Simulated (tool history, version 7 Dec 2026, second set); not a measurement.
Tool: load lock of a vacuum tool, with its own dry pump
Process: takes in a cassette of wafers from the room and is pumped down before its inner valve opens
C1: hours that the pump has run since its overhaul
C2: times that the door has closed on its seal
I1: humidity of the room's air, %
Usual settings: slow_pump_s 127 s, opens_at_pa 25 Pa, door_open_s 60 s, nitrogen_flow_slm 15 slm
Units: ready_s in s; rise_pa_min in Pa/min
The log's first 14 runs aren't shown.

Run 15, hour 3421.2: usual settings; C1 10194; C2 46990; I1 42.6. Result: ready_s 193.1 s, rise_pa_min 0.015 Pa/min.
Run 16, hour 3699.4: usual settings; C1 10472; C2 47938; I1 45.1. Result: ready_s 193.7 s, rise_pa_min 0.012 Pa/min.
Run 17, hour 3836.6: usual settings but door_open_s 147 s; C1 10610; C2 48406; I1 41.5. Result: ready_s 192.8 s, rise_pa_min 0.016 Pa/min.
Run 18, hour 4098.2: usual settings but door_open_s 147 s; C1 10871; C2 49297; I1 42.1. Result: ready_s 194.5 s, rise_pa_min 0.023 Pa/min.
Run 19, hour 4356.1: usual settings but slow_pump_s 72 s, opens_at_pa 40 Pa, door_open_s 41 s, nitrogen_flow_slm 19 slm; C1 11129; C2 50176; I1 46.4. Result: ready_s 144.6 s, rise_pa_min 0.02 Pa/min.
Run 20, hour 4528: usual settings but slow_pump_s 118 s, opens_at_pa 19 Pa, door_open_s 31 s, nitrogen_flow_slm 7 slm; C1 11301; C2 50762; I1 45.6. Result: ready_s 189.2 s, rise_pa_min 0.016 Pa/min.
Run 21, hour 4754.7: usual settings but slow_pump_s 118 s, opens_at_pa 19 Pa, door_open_s 31 s, nitrogen_flow_slm 7 slm; C1 11528; C2 51535; I1 46.8. Result: ready_s 188.7 s, rise_pa_min 0.023 Pa/min.
Run 22, hour 5015.1: usual settings but slow_pump_s 147 s; C1 11788; C2 52422; I1 47.8. Result: ready_s 208.4 s, rise_pa_min 0.019 Pa/min.
Run 23, hour 5216.9: usual settings but opens_at_pa 19 Pa; C1 11990; C2 53110; I1 41. Result: ready_s 196.2 s, rise_pa_min 0.017 Pa/min.
Run 24, hour 5484.8: usual settings but opens_at_pa 19 Pa; C1 12258; C2 54022; I1 47.3. Result: ready_s 197.9 s, rise_pa_min 0.017 Pa/min.
Run 25, hour 5641.6: usual settings but slow_pump_s 94 s, opens_at_pa 19 Pa, nitrogen_flow_slm 32 slm; C1 12415; C2 54557; I1 44.2. Result: ready_s 170.3 s, rise_pa_min 0.015 Pa/min.
Run 26, hour 5907.2: usual settings but slow_pump_s 231 s, opens_at_pa 45 Pa, door_open_s 134 s, nitrogen_flow_slm 12 slm; C1 12680; C2 55462; I1 43.6. Result: ready_s 267.9 s, rise_pa_min 0.027 Pa/min.
At hour 6222.8: door's seal changed, seat wiped.
Run 27, hour 6236.8: usual settings but slow_pump_s 189 s, opens_at_pa 45 Pa, door_open_s 35 s, nitrogen_flow_slm 12 slm; C1 13008; C2 48; I1 41.8. Result: ready_s 237.9 s, rise_pa_min 0.012 Pa/min.
Run 28, hour 6536.9: usual settings but slow_pump_s 145 s, opens_at_pa 45 Pa, door_open_s 29 s, nitrogen_flow_slm 29 slm; C1 13308; C2 1070; I1 42.7. Result: ready_s 200.6 s, rise_pa_min 0.015 Pa/min.
Run 29, hour 6743.1: usual settings but slow_pump_s 104 s, opens_at_pa 45 Pa, door_open_s 29 s, nitrogen_flow_slm 12 slm; C1 13515; C2 1773; I1 42.4. Result: ready_s 169.9 s, rise_pa_min 0.01 Pa/min.
Run 30, hour 7055.3: usual settings but door_open_s 107 s; C1 13827; C2 2837; I1 40.5. Result: ready_s 193.4 s, rise_pa_min 0.014 Pa/min.
Run 31, hour 7299.8: usual settings but opens_at_pa 40 Pa, door_open_s 107 s; C1 14071; C2 3670; I1 42.4. Result: ready_s 187.2 s, rise_pa_min 0.017 Pa/min.
Run 32, hour 7468: usual settings but slow_pump_s 74 s, opens_at_pa 43 Pa, nitrogen_flow_slm 30 slm; C1 14239; C2 4243; I1 44.8. Result: ready_s 144.8 s, rise_pa_min 0.011 Pa/min.
Run 33, hour 7654.3: usual settings but slow_pump_s 170 s, door_open_s 87 s; C1 14426; C2 4878; I1 43.2. Result: ready_s 228.3 s, rise_pa_min 0.013 Pa/min.
Run 34, hour 7840.6: usual settings but slow_pump_s 88 s, opens_at_pa 26 Pa, door_open_s 153 s, nitrogen_flow_slm 19 slm; C1 14612; C2 5513; I1 45.5. Result: ready_s 161.7 s, rise_pa_min 0.015 Pa/min.
Run 35, hour 8034.1: usual settings but opens_at_pa 21 Pa, door_open_s 66 s; C1 14806; C2 6172; I1 45.2. Result: ready_s 195.2 s, rise_pa_min 0.015 Pa/min.

5 ways to go on from here, each from the tool as it stands after run 35. What would each give?
Run A, hour 8343.9: usual settings but slow_pump_s 230 s, opens_at_pa 26 Pa, door_open_s 26 s; C1 15115; C2 7228; I1 45.8. Result: ready_s ?, rise_pa_min ?.
Run B, hour 8343.9: usual settings but slow_pump_s 241 s, nitrogen_flow_slm 5 slm; C1 15115; C2 7228; I1 46.3. Result: ready_s ?, rise_pa_min ?.
Run C, hour 8343.9: usual settings but slow_pump_s 117 s, opens_at_pa 18 Pa, door_open_s 66 s, nitrogen_flow_slm 11 slm; C1 15115; C2 7228; I1 40.5. Result: ready_s ?, rise_pa_min ?.
Run D, hour 8343.9: usual settings but opens_at_pa 21 Pa, door_open_s 66 s, nitrogen_flow_slm 44 slm; C1 15115; C2 7228; I1 45.4. Result: ready_s ?, rise_pa_min ?.
Run E, hour 8343.9: usual settings but slow_pump_s 85 s; C1 15115; C2 7228; I1 45. Result: ready_s ?, rise_pa_min ?.

run  ready_s  rise_pa_min
  A    273.9         0.01
  B    285.1         0.02
  C    188.4         0.01
  D      196        0.009
  E    159.3        0.014
Without the tool's hidden state the same runs would have given:
run  ready_s  rise_pa_min
  A    273.9         0.01
  B    285.1         0.02
  C    188.4         0.01
  D      196        0.008
  E    159.3        0.014
